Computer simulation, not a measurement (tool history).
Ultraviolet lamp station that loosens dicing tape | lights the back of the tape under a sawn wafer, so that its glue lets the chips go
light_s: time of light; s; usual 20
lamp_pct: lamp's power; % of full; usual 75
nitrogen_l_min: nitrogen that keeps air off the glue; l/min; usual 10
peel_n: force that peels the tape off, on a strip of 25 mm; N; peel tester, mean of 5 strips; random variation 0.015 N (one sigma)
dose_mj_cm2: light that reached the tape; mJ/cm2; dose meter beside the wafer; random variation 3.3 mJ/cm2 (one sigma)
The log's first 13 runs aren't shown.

run	hour	light_s	lamp_pct	nitrogen_l_min	peel_n	dose_mj_cm2
14	984.2	20	99	10	0.385	677
# hour 1031.9: window cleaned of glue's vapour
15	1064.3	20	99	10	0.352	685
16	1154.2	20	99	10	0.352	679
17	1232.2	20	75	3	1.782	515
18	1288.8	20	75	3	1.773	525
19	1343.3	11	75	10	1.837	280
20	1431.6	11	75	10	1.846	288
21	1471.4	11	75	6	2.38	282

Run 22 comes next. What will it give?
22	1549.2	32	83	5	?	?

{"run 22": {"peel_n": 0.371, "dose_mj_cm2": 915}}
Without the tool's hidden state the same run would have given peel_n 0.37 N, dose_mj_cm2 916 mJ/cm2.

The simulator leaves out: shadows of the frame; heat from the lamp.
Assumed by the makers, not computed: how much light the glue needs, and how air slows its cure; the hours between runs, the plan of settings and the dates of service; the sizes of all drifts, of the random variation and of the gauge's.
